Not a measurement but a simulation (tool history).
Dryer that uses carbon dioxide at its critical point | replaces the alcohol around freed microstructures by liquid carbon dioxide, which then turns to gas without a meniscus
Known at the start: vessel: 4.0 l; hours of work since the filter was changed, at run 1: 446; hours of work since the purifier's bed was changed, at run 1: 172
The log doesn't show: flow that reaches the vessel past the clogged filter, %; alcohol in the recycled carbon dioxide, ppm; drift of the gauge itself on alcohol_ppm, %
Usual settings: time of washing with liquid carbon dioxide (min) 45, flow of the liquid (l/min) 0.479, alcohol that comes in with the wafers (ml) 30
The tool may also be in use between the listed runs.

run   hour  time of washing with liquid carbon dioxide (min)  flow of the liquid (l/min)  alcohol that comes in with the wafers (ml)  hours of work since the filter was changed  hours of work since the purifier's bed was changed  alcohol left in the vessel before it's heated (ppm by volume)
  1      0                                                45                       0.479                                          30                                         446                                                 172                                                            120
       2.4  -- inlet filter changed
  2   22.4                                                45                       0.479                                          30                                          12                                                 185                                                             66
  3   43.8                                                45                       0.479                                          30                                          26                                                 199                                                             76
  4   59.6                                                45                       0.479                                          30                                          36                                                 209                                                             70
  5   74.7                                                45                       0.479                                          30                                          45                                                 218                                                             75
  6   84.4                                                45                       0.479                                          30                                          51                                                 224                                                             83
  7   97.1                                                45                       0.479                                          30                                          59                                                 232                                                             80
  8  111.7                                                45                       0.479                                          30                                          68                                                 241                                                             82
  9  131.3                                                45                       0.679                                          30                                          81                                                 254                                                             38
 10  144.1                                                45                       0.679                                          30                                          89                                                 262                                                             43
 11  161.3                                                45                       0.479                                          96                                          99                                                 272                                                            192
 12  172.2                                                45                       0.479                                          96                                         106                                                 279                                                            189
 13  186.9                                                45                       0.479                                          96                                         116                                                 288                                                            200
 14    203                                                45                       0.479                                          96                                         126                                                 298                                                            208
 15  216.3                                                50                       0.479                                          30                                         134                                                 307                                                             74
 16  232.3                                                50                       0.479                                          30                                         144                                                 317                                                             80
 17  254.6                                                45                       0.479                                          73                                         158                                                 331                                                            178
 18  272.6                                                71                       0.628                                          35                                         169                                                 342                                                             54
 19  288.3                                                71                       0.638                                          35                                         179                                                 352                                                             55
 20  301.8                                                48                       0.405                                          29                                         187                                                 360                                                            147
 21  322.8                                                36                       0.538                                          47                                         201                                                 373                                                            210
 22  334.4                                                47                       0.571                                          46                                         208                                                 381                                                             86
 23  357.2                                                34                       0.661                                          64                                         222                                                 395                                                            154
 24  375.4                                                34                       0.467                                          64                                         233                                                 406                                                            530
 25  390.2                                                34                       0.467                                          64                                         243                                                 416                                                            514
 26  409.4                                                34                       0.353                                          76                                         255                                                 428                                                           1410
 27  424.1                                                34                       0.324                                         103                                         264                                                 437                                                           2325
 28  445.7                                                45                       0.479                                          52                                         278                                                 450                                                            187
 29  460.8                                                62                       0.478                                          63                                         287                                                 460                                                             91
 30  475.6                                                30                       0.507                                          93                                         296                                                 469                                                            913
 31  485.7                                                30                       0.507                                          48                                         303                                                 475                                                            500
 32  503.4                                                45                       0.498                                          27                                         314                                                 486                                                            115
 33  523.4                                                45                       0.498                                          27                                         326                                                 499                                                            131
 34  536.3                                                41                       0.498                                          27                                         334                                                 507                                                            166

How the hidden state differs across the entries between the runs, from the last listed run before each to the first after it:
Between runs 1 and 2: inlet filter changed (hour 2.4)
  flow that reaches the vessel past the clogged filter, %: 83.6 -> 99.4; alcohol in the recycled carbon dioxide, ppm: 28.2 -> 30
  measured less the result without the state, alcohol left in the vessel before it's heated (ppm by volume): +77 -> +25
